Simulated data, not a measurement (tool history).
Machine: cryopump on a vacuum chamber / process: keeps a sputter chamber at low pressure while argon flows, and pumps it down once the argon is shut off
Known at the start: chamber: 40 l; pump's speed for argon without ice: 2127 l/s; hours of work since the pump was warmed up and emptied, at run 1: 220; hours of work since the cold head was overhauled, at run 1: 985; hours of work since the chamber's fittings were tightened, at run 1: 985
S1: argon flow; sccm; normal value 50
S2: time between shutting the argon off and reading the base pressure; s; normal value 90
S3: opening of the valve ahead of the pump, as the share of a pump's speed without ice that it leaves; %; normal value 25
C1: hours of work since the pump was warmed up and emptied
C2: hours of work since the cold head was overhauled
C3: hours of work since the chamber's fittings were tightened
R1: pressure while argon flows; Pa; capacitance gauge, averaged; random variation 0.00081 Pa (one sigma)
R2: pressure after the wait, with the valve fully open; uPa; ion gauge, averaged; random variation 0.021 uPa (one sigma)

run   hour  S1   S2  S3   C1    C2    C3      R1    R2
  1    0.0  50   90  25  220   985   985  0.1655  1.22
  2   28.9  50   90  25  245  1010  1010  0.1681  1.20
  3   48.1  50   90  25  261  1027  1027  0.1698  1.20
  4   71.8  50   90  25  282  1047  1047  0.1692  1.27
  5   95.1  50   90  25  302  1067  1067  0.1699  1.29
  6  121.6  50   26  25  325  1090  1090  0.1716  1.82
  7  154.9  42   94  51  353  1119  1119  0.0771  1.42
     168.3  -- pump warmed up, emptied and cooled again
  8  175.9  31  108  25    6  1132  1132  0.0984  1.07
  9  196.4  22   44  34   24  1150  1150  0.0515  1.31
 10  228.2  22   44  34   52  1178  1178  0.0522  1.35
 11  244.3  23   90  25   65  1191  1191  0.0745  1.17
 12  278.0  23   90  25   94  1220  1220  0.0742  1.24

Hidden state at the last listed run before each entry between runs and at the first one after, where it differs:
After run 7, before run 8: pump warmed up, emptied and cooled again (hour 168.3)
  pump's speed, % of a pump's without ice: 74.3 -> 99.3; leak into the chamber, uPa l/s: 1943 -> 1963
  measured value less the no-hidden-state value, R1: +0.0119 -> +0.0004 Pa; R2: +1.10 -> +0.80 uPa
